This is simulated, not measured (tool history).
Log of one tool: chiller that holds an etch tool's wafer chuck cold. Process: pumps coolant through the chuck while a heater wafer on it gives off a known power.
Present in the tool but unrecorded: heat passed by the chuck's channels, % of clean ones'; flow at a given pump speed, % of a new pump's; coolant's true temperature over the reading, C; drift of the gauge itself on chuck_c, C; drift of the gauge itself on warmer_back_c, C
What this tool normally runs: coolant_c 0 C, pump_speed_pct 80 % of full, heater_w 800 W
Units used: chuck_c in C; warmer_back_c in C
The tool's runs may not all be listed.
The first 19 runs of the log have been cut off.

run	hour	coolant_c	pump_speed_pct	heater_w	hours since the coolant was changed and the channels were flushed	hours since the pump was overhauled	hours since the chiller's thermometer was calibrated	chuck_c	warmer_back_c
20	513.7	-5	82	1185	5806	1250	302	8.0	4.96
21	536.5	-9	80	1013	5829	1273	325	2.5	4.34
22	569.4	-9	80	1013	5862	1306	358	2.4	4.41
23	596.4	-9	80	1013	5889	1333	385	2.5	4.29
24	629.3	0	82	800	5922	1366	418	8.7	3.33
25	658.1	2	78	412	5951	1395	447	7.0	1.80
26	680.4	2	92	1029	5973	1417	469	12.5	3.77
27	700.8	1	70	1029	5994	1437	489	14.1	5.17
28	741.2	-2	68	707	6034	1478	530	7.4	3.65
29	773.9	-9	93	800	6067	1511	562	-1.0	2.90
30	808.6	-5	95	800	6101	1545	597	2.8	2.81
31	834.2	-5	95	800	6127	1571	623	2.8	2.85

Alternative continuations, all from the tool just after run 31; predict every row:
A	853.7	-3	66	575	6147	1590	642	?	?
B	853.7	-5	93	467	6147	1590	642	?	?
C	853.7	2	95	423	6147	1590	642	?	?
D	853.7	0	71	812	6147	1590	642	?	?
E	853.7	-5	73	800	6147	1590	642	?	?

run	chuck_c	warmer_back_c
A	4.6	3.05
B	-0.5	1.72
C	6.0	1.50
D	10.3	4.02
E	4.9	3.84
With no hidden state in the tool, these same runs would have given:
run	chuck_c	warmer_back_c
A	3.4	2.93
B	-1.2	1.65
C	5.4	1.44
D	8.7	3.86
E	3.4	3.69

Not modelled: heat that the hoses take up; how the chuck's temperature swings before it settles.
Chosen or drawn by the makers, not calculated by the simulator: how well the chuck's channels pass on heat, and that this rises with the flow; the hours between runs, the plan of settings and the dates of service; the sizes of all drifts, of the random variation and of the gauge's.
